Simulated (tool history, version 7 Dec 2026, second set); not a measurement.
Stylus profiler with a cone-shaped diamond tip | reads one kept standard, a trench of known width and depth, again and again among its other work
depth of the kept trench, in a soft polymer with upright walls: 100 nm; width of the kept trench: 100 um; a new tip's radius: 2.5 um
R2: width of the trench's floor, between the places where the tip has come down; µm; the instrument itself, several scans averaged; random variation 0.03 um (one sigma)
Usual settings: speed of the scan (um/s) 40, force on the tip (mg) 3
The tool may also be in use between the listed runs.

Run 1, day 0: usual settings. Result: depth of the trench (Å) 1015.7, R2 98.4 µm.
Run 2, day 3.171: usual settings but force on the tip (mg) 1.15. Result: depth of the trench (Å) 1007.9, R2 98.36 µm.
Run 3, day 5.912: usual settings. Result: depth of the trench (Å) 1015.2, R2 98.44 µm.
Run 4, day 7.867: usual settings. Result: depth of the trench (Å) 1016, R2 98.45 µm.
Run 5, day 9.775: usual settings. Result: depth of the trench (Å) 1014.8, R2 98.39 µm.
Run 6, day 13.388: usual settings but speed of the scan (um/s) 17, force on the tip (mg) 4.05. Result: depth of the trench (Å) 1018, R2 98.47 µm.
At day 13.638: height scale calibrated on a step standard.
Run 7, day 17.65: usual settings but speed of the scan (um/s) 14, force on the tip (mg) 5.37. Result: depth of the trench (Å) 1021, R2 98.5 µm.
Run 8, day 19.729: usual settings but speed of the scan (um/s) 27, force on the tip (mg) 4. Result: depth of the trench (Å) 1016.8, R2 98.45 µm.
Run 9, day 22.058: usual settings but force on the tip (mg) 1.17. Result: depth of the trench (Å) 1006.1, R2 98.33 µm.
Run 10, day 26.454: usual settings but speed of the scan (um/s) 145, force on the tip (mg) 2.27. Result: depth of the trench (Å) 1009.7, R2 97.85 µm.

Forecast each of these 5 alternatives for the next run:
At day 28.275: height scale calibrated on a step standard, once more.
Run A, day 28.946: usual settings but speed of the scan (um/s) 14, force on the tip (mg) 5.86. Result: depth of the trench (Å) ?, R2 ?.
At day 28.275: height scale calibrated on a step standard, once more.
Run B, day 28.946: usual settings but speed of the scan (um/s) 127, force on the tip (mg) 1.93. Result: depth of the trench (Å) ?, R2 ?.
At day 28.275: height scale calibrated on a step standard, once more.
Run C, day 28.946: usual settings but speed of the scan (um/s) 90, force on the tip (mg) 1.75. Result: depth of the trench (Å) ?, R2 ?.
At day 28.275: height scale calibrated on a step standard, once more.
Run D, day 28.946: usual settings but force on the tip (mg) 4.64. Result: depth of the trench (Å) ?, R2 ?.
At day 28.275: height scale calibrated on a step standard, once more.
Run E, day 28.946: usual settings but speed of the scan (um/s) 127, force on the tip (mg) 5.31. Result: depth of the trench (Å) ?, R2 ?.

run  depth of the trench (Å)     R2
  A                   1024.9  98.49
  B                   1011.2  97.95
  C                   1010.8  98.13
  D                   1020.5  98.42
  E                     1024   98.2
Without the tool's hidden state the same runs would have given:
run  depth of the trench (Å)     R2
  A                   1025.1  98.56
  B                   1011.4  98.01
  C                     1011  98.19
  D                   1020.7  98.48
  E                   1024.1  98.26

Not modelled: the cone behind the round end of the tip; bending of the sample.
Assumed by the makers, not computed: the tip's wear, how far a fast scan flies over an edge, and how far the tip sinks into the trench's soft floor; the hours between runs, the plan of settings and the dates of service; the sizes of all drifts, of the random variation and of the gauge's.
